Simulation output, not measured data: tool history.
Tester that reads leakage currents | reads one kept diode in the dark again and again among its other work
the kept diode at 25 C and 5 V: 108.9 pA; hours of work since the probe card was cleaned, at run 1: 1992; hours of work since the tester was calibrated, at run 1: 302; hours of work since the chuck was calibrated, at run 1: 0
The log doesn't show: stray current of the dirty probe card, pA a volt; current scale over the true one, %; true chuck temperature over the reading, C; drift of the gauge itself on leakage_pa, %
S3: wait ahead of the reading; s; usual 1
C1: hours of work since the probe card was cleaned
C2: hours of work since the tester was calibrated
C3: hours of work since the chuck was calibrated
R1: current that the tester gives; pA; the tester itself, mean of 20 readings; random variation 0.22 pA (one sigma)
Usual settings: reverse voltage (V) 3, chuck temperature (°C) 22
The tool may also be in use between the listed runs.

run 1 day=0 | reverse_voltage_(V)=3 chuck_temperature_(°C)=22 S3=1 | C1=1992 C2=302 C3=0 | R1=74.3
run 2 day=2.442 | reverse_voltage_(V)=3 chuck_temperature_(°C)=22 S3=1.53 | C1=2036 C2=347 C3=45 | R1=73.79
run 3 day=4.112 | reverse_voltage_(V)=3 chuck_temperature_(°C)=22 S3=1.53 | C1=2067 C2=378 C3=76 | R1=73.04
run 4 day=6.888 | reverse_voltage_(V)=3 chuck_temperature_(°C)=22 S3=1.53 | C1=2118 C2=429 C3=127 | R1=72.97
run 5 day=8.55 | reverse_voltage_(V)=3 chuck_temperature_(°C)=22 S3=0.33 | C1=2149 C2=459 C3=157 | R1=74.16
run 6 day=11.988 | reverse_voltage_(V)=3 chuck_temperature_(°C)=22 S3=1 | C1=2212 C2=522 C3=220 | R1=71.96
-- day=13.45 probe card cleaned and baked
run 7 day=15.312 | reverse_voltage_(V)=3 chuck_temperature_(°C)=22 S3=1 | C1=34 C2=581 C3=279 | R1=68.35
run 8 day=18.171 | reverse_voltage_(V)=3 chuck_temperature_(°C)=22 S3=1 | C1=87 C2=634 C3=332 | R1=67.94
run 9 day=20.662 | reverse_voltage_(V)=3 chuck_temperature_(°C)=22 S3=1 | C1=133 C2=680 C3=377 | R1=67.69
run 10 day=22.875 | reverse_voltage_(V)=3 chuck_temperature_(°C)=22 S3=0.31 | C1=173 C2=720 C3=418 | R1=68.34
run 11 day=25.129 | reverse_voltage_(V)=3 chuck_temperature_(°C)=22 S3=0.31 | C1=215 C2=762 C3=459 | R1=67.59
run 12 day=28.362 | reverse_voltage_(V)=3 chuck_temperature_(°C)=22 S3=1 | C1=274 C2=821 C3=519 | R1=65.95
run 13 day=30.312 | reverse_voltage_(V)=3 chuck_temperature_(°C)=22 S3=1 | C1=310 C2=857 C3=554 | R1=66.01
run 14 day=32.762 | reverse_voltage_(V)=3 chuck_temperature_(°C)=22 S3=1 | C1=355 C2=902 C3=600 | R1=65.3
run 15 day=34.833 | reverse_voltage_(V)=3 chuck_temperature_(°C)=22 S3=1 | C1=393 C2=940 C3=638 | R1=65.3
run 16 day=37.079 | reverse_voltage_(V)=8.19 chuck_temperature_(°C)=22 S3=1 | C1=434 C2=981 C3=679 | R1=97.64
run 17 day=38.808 | reverse_voltage_(V)=8.19 chuck_temperature_(°C)=22 S3=1 | C1=466 C2=1013 C3=711 | R1=97.95
run 18 day=41.058 | reverse_voltage_(V)=3 chuck_temperature_(°C)=22 S3=1 | C1=507 C2=1054 C3=752 | R1=63.54
run 19 day=42.942 | reverse_voltage_(V)=3 chuck_temperature_(°C)=22 S3=1.5 | C1=542 C2=1089 C3=787 | R1=63.25
run 20 day=44.629 | reverse_voltage_(V)=3 chuck_temperature_(°C)=22 S3=1.5 | C1=573 C2=1120 C3=817 | R1=63.22
-- day=45.342 chuck's temperature calibrated
run 21 day=46.292 | reverse_voltage_(V)=10.53 chuck_temperature_(°C)=44 S3=3.37 | C1=602 C2=1149 C3=17 | R1=546.57
run 22 day=48.233 | reverse_voltage_(V)=10.53 chuck_temperature_(°C)=44 S3=7.39 | C1=637 C2=1184 C3=53 | R1=544.66
run 23 day=50.925 | reverse_voltage_(V)=1.13 chuck_temperature_(°C)=44 S3=7.39 | C1=687 C2=1234 C3=103 | R1=219.33
run 24 day=53.804 | reverse_voltage_(V)=1.13 chuck_temperature_(°C)=44 S3=7.39 | C1=740 C2=1287 C3=155 | R1=218.11
run 25 day=56.542 | reverse_voltage_(V)=1.11 chuck_temperature_(°C)=22 S3=4.28 | C1=790 C2=1337 C3=206 | R1=46.5
run 26 day=59.2 | reverse_voltage_(V)=1.63 chuck_temperature_(°C)=48 S3=3.02 | C1=839 C2=1386 C3=255 | R1=321.96
run 27 day=61.625 | reverse_voltage_(V)=8.54 chuck_temperature_(°C)=48 S3=0.88 | C1=883 C2=1430 C3=299 | R1=623.14
run 28 day=64.012 | reverse_voltage_(V)=17.36 chuck_temperature_(°C)=44 S3=1.89 | C1=927 C2=1474 C3=343 | R1=641.18
run 29 day=66.012 | reverse_voltage_(V)=1.72 chuck_temperature_(°C)=36 S3=0.59 | C1=964 C2=1511 C3=380 | R1=146.72
run 30 day=67.425 | reverse_voltage_(V)=3 chuck_temperature_(°C)=22 S3=1.46 | C1=990 C2=1537 C3=406 | R1=68.18
run 31 day=70.862 | reverse_voltage_(V)=2.88 chuck_temperature_(°C)=50 S3=0.73 | C1=1053 C2=1600 C3=469 | R1=447.87
run 32 day=72.604 | reverse_voltage_(V)=17.52 chuck_temperature_(°C)=50 S3=2.9 | C1=1085 C2=1632 C3=501 | R1=921.66
run 33 day=75.654 | reverse_voltage_(V)=10.88 chuck_temperature_(°C)=30 S3=1.7 | C1=1141 C2=1688 C3=557 | R1=202.46
run 34 day=77.8 | reverse_voltage_(V)=5.12 chuck_temperature_(°C)=39 S3=7.8 | C1=1181 C2=1728 C3=596 | R1=271.76
run 35 day=80.212 | reverse_voltage_(V)=5.12 chuck_temperature_(°C)=39 S3=7.8 | C1=1225 C2=1772 C3=641 | R1=269.08
run 36 day=82.075 | reverse_voltage_(V)=5.12 chuck_temperature_(°C)=21 S3=0.75 | C1=1259 C2=1806 C3=675 | R1=76.97
run 37 day=83.65 | reverse_voltage_(V)=5.12 chuck_temperature_(°C)=21 S3=0.75 | C1=1288 C2=1835 C3=704 | R1=76.67
run 38 day=85.708 | reverse_voltage_(V)=4.76 chuck_temperature_(°C)=29 S3=3.78 | C1=1326 C2=1873 C3=742 | R1=129.57

Forecast each of these 5 alternatives for the next run:
run A day=88.075 | reverse_voltage_(V)=4.76 chuck_temperature_(°C)=32 S3=3.78 | C1=1369 C2=1916 C3=785 | R1=?
run B day=88.075 | reverse_voltage_(V)=1.42 chuck_temperature_(°C)=22 S3=1 | C1=1369 C2=1916 C3=785 | R1=?
run C day=88.075 | reverse_voltage_(V)=13.55 chuck_temperature_(°C)=28 S3=3.64 | C1=1369 C2=1916 C3=785 | R1=?
run D day=88.075 | reverse_voltage_(V)=4.76 chuck_temperature_(°C)=29 S3=0.69 | C1=1369 C2=1916 C3=785 | R1=?
run E day=88.075 | reverse_voltage_(V)=3 chuck_temperature_(°C)=32 S3=1 | C1=1369 C2=1916 C3=785 | R1=?

run=A R1=159.14
run=B R1=47.35
run=C R1=186.57
run=D R1=130.52
run=E R1=131.58
Without the tool's hidden state the same runs would have given:
run=A R1=177.07
run=B R1=53.06
run=C R1=203.12
run=D R1=144.86
run=E R1=146.96

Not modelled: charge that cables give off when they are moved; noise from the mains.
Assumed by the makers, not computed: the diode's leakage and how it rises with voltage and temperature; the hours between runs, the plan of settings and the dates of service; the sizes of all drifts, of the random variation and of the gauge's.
